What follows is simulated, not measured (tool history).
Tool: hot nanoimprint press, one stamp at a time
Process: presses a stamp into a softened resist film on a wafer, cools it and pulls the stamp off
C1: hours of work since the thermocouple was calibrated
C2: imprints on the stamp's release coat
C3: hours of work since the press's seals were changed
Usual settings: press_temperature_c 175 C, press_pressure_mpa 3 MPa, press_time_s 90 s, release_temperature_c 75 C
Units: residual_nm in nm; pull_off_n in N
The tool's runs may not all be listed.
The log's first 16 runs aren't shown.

run 17 day=36.642 | press_temperature_c=175 press_pressure_mpa=3 press_time_s=87 release_temperature_c=78 | C1=392 C2=1209 C3=447 | residual_nm=84.9 pull_off_n=170
run 18 day=39.962 | press_temperature_c=175 press_pressure_mpa=3 press_time_s=49 release_temperature_c=75 | C1=428 C2=1484 C3=483 | residual_nm=105.9 pull_off_n=190
-- day=41 plate thermocouple calibrated
run 19 day=43.179 | press_temperature_c=165 press_pressure_mpa=2.81 press_time_s=47 release_temperature_c=80 | C1=23 C2=1740 C3=517 | residual_nm=147 pull_off_n=156
run 20 day=44.675 | press_temperature_c=176 press_pressure_mpa=2.6 press_time_s=47 release_temperature_c=80 | C1=40 C2=1864 C3=533 | residual_nm=109.9 pull_off_n=165
-- day=45.983 stamp cleaned and given a new release coat
run 21 day=47.112 | press_temperature_c=184 press_pressure_mpa=3 press_time_s=88 release_temperature_c=68 | C1=63 C2=94 C3=556 | residual_nm=61.2 pull_off_n=221
run 22 day=50.071 | press_temperature_c=184 press_pressure_mpa=3 press_time_s=68 release_temperature_c=66 | C1=95 C2=339 C3=588 | residual_nm=67.9 pull_off_n=225
-- day=51.092 press's hydraulic seals changed and the load cell set to zero
run 23 day=52.733 | press_temperature_c=184 press_pressure_mpa=3 press_time_s=68 release_temperature_c=66 | C1=120 C2=532 C3=18 | residual_nm=68.4 pull_off_n=237
run 24 day=54.229 | press_temperature_c=184 press_pressure_mpa=1.8 press_time_s=90 release_temperature_c=75 | C1=136 C2=656 C3=34 | residual_nm=76 pull_off_n=184
run 25 day=56.338 | press_temperature_c=184 press_pressure_mpa=1.8 press_time_s=90 release_temperature_c=75 | C1=159 C2=830 C3=57 | residual_nm=75.7 pull_off_n=185
run 26 day=58.133 | press_temperature_c=184 press_pressure_mpa=1.8 press_time_s=90 release_temperature_c=75 | C1=178 C2=979 C3=76 | residual_nm=75.8 pull_off_n=185
run 27 day=61.2 | press_temperature_c=164 press_pressure_mpa=2.51 press_time_s=78 release_temperature_c=72 | C1=211 C2=1233 C3=109 | residual_nm=138.1 pull_off_n=199
run 28 day=63.883 | press_temperature_c=164 press_pressure_mpa=2.51 press_time_s=78 release_temperature_c=72 | C1=240 C2=1455 C3=138 | residual_nm=137.6 pull_off_n=199
run 29 day=66.254 | press_temperature_c=164 press_pressure_mpa=2.51 press_time_s=78 release_temperature_c=72 | C1=266 C2=1652 C3=163 | residual_nm=137.6 pull_off_n=197
run 30 day=68.121 | press_temperature_c=171 press_pressure_mpa=2.28 press_time_s=118 release_temperature_c=63 | C1=286 C2=1806 C3=184 | residual_nm=98 pull_off_n=241

4 ways to go on from here, each from the tool as it stands after run 30. What would each give?
-- day=70.108 stamp cleaned and given a new release coat
run A day=70.838 | press_temperature_c=175 press_pressure_mpa=3 press_time_s=68 release_temperature_c=68 | C1=313 C2=61 C3=210 | residual_nm=? pull_off_n=?
-- day=70.108 stamp cleaned and given a new release coat
run B day=70.838 | press_temperature_c=175 press_pressure_mpa=2.63 press_time_s=65 release_temperature_c=75 | C1=313 C2=61 C3=210 | residual_nm=? pull_off_n=?
-- day=70.108 stamp cleaned and given a new release coat
run C day=70.838 | press_temperature_c=171 press_pressure_mpa=2.74 press_time_s=118 release_temperature_c=63 | C1=313 C2=61 C3=210 | residual_nm=? pull_off_n=?
-- day=70.108 stamp cleaned and given a new release coat
run D day=70.838 | press_temperature_c=167 press_pressure_mpa=3 press_time_s=90 release_temperature_c=75 | C1=313 C2=61 C3=210 | residual_nm=? pull_off_n=?

run=A residual_nm=93.4 pull_off_n=220
run=B residual_nm=100.6 pull_off_n=178
run=C residual_nm=90.9 pull_off_n=235
run=D residual_nm=112.9 pull_off_n=176
Without the tool's hidden state the same runs would have given:
run=A residual_nm=93.5 pull_off_n=220
run=B residual_nm=100.7 pull_off_n=178
run=C residual_nm=91 pull_off_n=235
run=D residual_nm=113 pull_off_n=176

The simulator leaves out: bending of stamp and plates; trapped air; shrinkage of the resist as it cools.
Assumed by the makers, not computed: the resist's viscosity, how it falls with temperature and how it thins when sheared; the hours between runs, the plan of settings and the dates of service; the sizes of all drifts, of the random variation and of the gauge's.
